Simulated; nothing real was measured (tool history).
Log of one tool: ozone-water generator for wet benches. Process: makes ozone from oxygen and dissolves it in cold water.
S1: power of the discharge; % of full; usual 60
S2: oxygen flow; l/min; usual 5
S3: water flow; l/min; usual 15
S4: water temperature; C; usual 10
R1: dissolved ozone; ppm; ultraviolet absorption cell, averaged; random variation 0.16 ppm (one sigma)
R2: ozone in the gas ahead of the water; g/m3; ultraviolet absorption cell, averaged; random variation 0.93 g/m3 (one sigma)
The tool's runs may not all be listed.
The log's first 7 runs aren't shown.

Run 8, day 13.008: usual settings. Result: R1 20.6 ppm, R2 157.1 g/m3.
Run 9, day 14.296: usual settings. Result: R1 20.3 ppm, R2 158.8 g/m3.
Run 10, day 15.608: usual settings. Result: R1 20.6 ppm, R2 157 g/m3.
Run 11, day 17.4: usual settings. Result: R1 20.7 ppm, R2 157 g/m3.
At day 18.654: water thermometer calibrated.
Run 12, day 19.996: usual settings but S2 3 l/min. Result: R1 20.9 ppm, R2 219.3 g/m3.
At day 20.75: contactor cleaned, once more.
Run 13, day 21.492: usual settings. Result: R1 21.8 ppm, R2 157.3 g/m3.
Run 14, day 23.017: usual settings but S3 9 l/min. Result: R1 31.1 ppm, R2 158 g/m3.
Run 15, day 25.008: usual settings but S3 9 l/min. Result: R1 31.1 ppm, R2 158.5 g/m3.
Run 16, day 26.25: usual settings but S4 16 C. Result: R1 20.1 ppm, R2 156.8 g/m3.
Run 17, day 27.542: usual settings but S1 62 % of full, S2 6.37 l/min, S3 20 l/min. Result: R1 17.2 ppm, R2 138 g/m3.
Run 18, day 29.046: usual settings but S1 80 % of full, S2 6.37 l/min, S3 17 l/min. Result: R1 24.2 ppm, R2 168.9 g/m3.
Run 19, day 31.562: usual settings but S1 80 % of full, S2 6.37 l/min, S3 17 l/min, S4 17 C. Result: R1 21.5 ppm, R2 166.8 g/m3.
Run 20, day 33.346: usual settings but S4 8 C. Result: R1 22.5 ppm, R2 157.4 g/m3.
Run 21, day 34.746: usual settings but S1 56 % of full, S2 5.91 l/min, S3 14 l/min, S4 7 C. Result: R1 22.3 ppm, R2 133.2 g/m3.
Run 22, day 36.542: usual settings but S1 56 % of full, S2 5.91 l/min, S3 14 l/min, S4 7 C. Result: R1 22.3 ppm, R2 131.8 g/m3.
Run 23, day 38.283: usual settings but S1 63 % of full, S2 8.54 l/min, S3 18 l/min, S4 16 C. Result: R1 16.3 ppm, R2 114.3 g/m3.
Run 24, day 39.758: usual settings but S1 63 % of full, S2 5.99 l/min, S3 9 l/min, S4 16 C. Result: R1 26.9 ppm, R2 143.9 g/m3.
Run 25, day 41.975: usual settings but S1 69 % of full, S2 3.7 l/min, S3 22 l/min. Result: R1 17.5 ppm, R2 211.7 g/m3.
Run 26, day 44.442: usual settings but S2 7.46 l/min, S4 16 C. Result: R1 18.2 ppm, R2 118.8 g/m3.
Run 27, day 46.45: usual settings but S1 69 % of full, S2 4.41 l/min, S4 16 C. Result: R1 22.5 ppm, R2 187.6 g/m3.
Run 28, day 48.554: usual settings but S1 69 % of full, S2 2.6 l/min, S3 20 l/min, S4 15 C. Result: R1 17.9 ppm, R2 268.5 g/m3.
Run 29, day 49.862: usual settings but S1 46 % of full, S3 14 l/min, S4 16 C. Result: R1 16.9 ppm, R2 127.3 g/m3.
Run 30, day 50.996: usual settings but S2 3.96 l/min, S4 13 C. Result: R1 21.3 ppm, R2 181.8 g/m3.
Run 31, day 52.804: usual settings but S2 3.96 l/min, S4 13 C. Result: R1 21.1 ppm, R2 182.3 g/m3.
Run 32, day 54.962: usual settings but S2 3.96 l/min, S4 13 C. Result: R1 21.2 ppm, R2 182.1 g/m3.

4 ways to go on from here, each from the tool as it stands after run 32. What would each give?
Run A, day 56.654: usual settings but S1 77 % of full, S3 24 l/min. Result: R1 ?, R2 ?.
Run B, day 56.654: usual settings but S2 3.96 l/min, S3 10 l/min, S4 11 C. Result: R1 ?, R2 ?.
Run C, day 56.654: usual settings but S2 3.96 l/min, S3 11 l/min, S4 13 C. Result: R1 ?, R2 ?.
Run D, day 56.654: usual settings but S1 87 % of full, S2 3.96 l/min, S3 13 l/min, S4 5 C. Result: R1 ?, R2 ?.

run    R1     R2
  A  17.5  189.4
  B    29  180.4
  C    27  182.1
  D  34.7  241.8
Without the tool's hidden state the same runs would have given:
run    R1     R2
  A  18.6    199
  B  30.5  187.7
  C  28.4  189.6
  D    37  255.1

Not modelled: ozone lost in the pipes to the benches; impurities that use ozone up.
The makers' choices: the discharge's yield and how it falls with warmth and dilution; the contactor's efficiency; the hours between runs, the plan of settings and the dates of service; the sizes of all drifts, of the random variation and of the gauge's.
